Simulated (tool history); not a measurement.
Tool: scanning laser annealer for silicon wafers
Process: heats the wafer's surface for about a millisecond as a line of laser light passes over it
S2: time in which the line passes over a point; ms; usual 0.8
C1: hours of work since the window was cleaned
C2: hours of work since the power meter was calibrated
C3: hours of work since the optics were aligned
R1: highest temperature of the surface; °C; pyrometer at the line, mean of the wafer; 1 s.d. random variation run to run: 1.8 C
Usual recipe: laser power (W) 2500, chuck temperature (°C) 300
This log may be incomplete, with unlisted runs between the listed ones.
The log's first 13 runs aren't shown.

run 14 hour=450 | laser_power_(W)=2500 S2=0.8 chuck_temperature_(°C)=300 | C1=194 C2=1010 C3=914 | R1=1050
run 15 hour=492.3 | laser_power_(W)=2500 S2=0.8 chuck_temperature_(°C)=300 | C1=212 C2=1028 C3=933 | R1=1049
run 16 hour=529.5 | laser_power_(W)=2500 S2=0.8 chuck_temperature_(°C)=300 | C1=228 C2=1044 C3=949 | R1=1047
run 17 hour=551.6 | laser_power_(W)=2500 S2=0.8 chuck_temperature_(°C)=300 | C1=238 C2=1054 C3=958 | R1=1046
run 18 hour=594 | laser_power_(W)=2500 S2=0.8 chuck_temperature_(°C)=300 | C1=256 C2=1072 C3=977 | R1=1049
run 19 hour=641.3 | laser_power_(W)=2318 S2=0.8 chuck_temperature_(°C)=300 | C1=277 C2=1093 C3=997 | R1=997
run 20 hour=666.2 | laser_power_(W)=2318 S2=0.8 chuck_temperature_(°C)=297 | C1=287 C2=1103 C3=1008 | R1=993
run 21 hour=698.2 | laser_power_(W)=2318 S2=0.8 chuck_temperature_(°C)=297 | C1=301 C2=1117 C3=1022 | R1=991
run 22 hour=729.4 | laser_power_(W)=2559 S2=0.711 chuck_temperature_(°C)=328 | C1=315 C2=1131 C3=1035 | R1=1040
run 23 hour=757.6 | laser_power_(W)=2559 S2=0.563 chuck_temperature_(°C)=318 | C1=327 C2=1143 C3=1047 | R1=943
run 24 hour=794.6 | laser_power_(W)=2559 S2=0.563 chuck_temperature_(°C)=318 | C1=343 C2=1159 C3=1063 | R1=940
run 25 hour=823.4 | laser_power_(W)=2500 S2=0.8 chuck_temperature_(°C)=271 | C1=355 C2=1171 C3=1076 | R1=1014
run 26 hour=853.7 | laser_power_(W)=2278 S2=0.592 chuck_temperature_(°C)=284 | C1=368 C2=1184 C3=1089 | R1=857
run 27 hour=880.9 | laser_power_(W)=2588 S2=0.592 chuck_temperature_(°C)=291 | C1=380 C2=1196 C3=1100 | R1=936
run 28 hour=909.9 | laser_power_(W)=2588 S2=0.592 chuck_temperature_(°C)=291 | C1=393 C2=1209 C3=1113 | R1=936
run 29 hour=946.3 | laser_power_(W)=2674 S2=0.995 chuck_temperature_(°C)=328 | C1=408 C2=1224 C3=1129 | R1=1218
run 30 hour=974.7 | laser_power_(W)=2699 S2=0.57 chuck_temperature_(°C)=302 | C1=420 C2=1237 C3=1141 | R1=957
run 31 hour=994.2 | laser_power_(W)=2699 S2=0.57 chuck_temperature_(°C)=302 | C1=429 C2=1245 C3=1149 | R1=955
run 32 hour=1038.5 | laser_power_(W)=2699 S2=0.57 chuck_temperature_(°C)=302 | C1=448 C2=1264 C3=1168 | R1=955
run 33 hour=1057.9 | laser_power_(W)=2500 S2=0.84 chuck_temperature_(°C)=280 | C1=456 C2=1272 C3=1177 | R1=1038
run 34 hour=1077.6 | laser_power_(W)=2502 S2=0.655 chuck_temperature_(°C)=291 | C1=465 C2=1281 C3=1185 | R1=952
run 35 hour=1123.9 | laser_power_(W)=2208 S2=0.59 chuck_temperature_(°C)=283 | C1=485 C2=1301 C3=1205 | R1=836
run 36 hour=1157.2 | laser_power_(W)=2208 S2=0.59 chuck_temperature_(°C)=283 | C1=499 C2=1315 C3=1220 | R1=836

Here are 4 independent what-if runs from the current tool condition. What would each one return?
run A hour=1179.7 | laser_power_(W)=2492 S2=0.66 chuck_temperature_(°C)=300 | C1=509 C2=1325 C3=1229 | R1=?
run B hour=1179.7 | laser_power_(W)=2167 S2=0.8 chuck_temperature_(°C)=300 | C1=509 C2=1325 C3=1229 | R1=?
run C hour=1179.7 | laser_power_(W)=2613 S2=0.995 chuck_temperature_(°C)=299 | C1=509 C2=1325 C3=1229 | R1=?
run D hour=1179.7 | laser_power_(W)=2427 S2=0.59 chuck_temperature_(°C)=283 | C1=509 C2=1325 C3=1229 | R1=?

run=A R1=960
run=B R1=943
run=C R1=1169
run=D R1=885
What these runs would have given with no unlogged condition in the tool:
run=A R1=984
run=B R1=967
run=C R1=1202
run=D R1=908
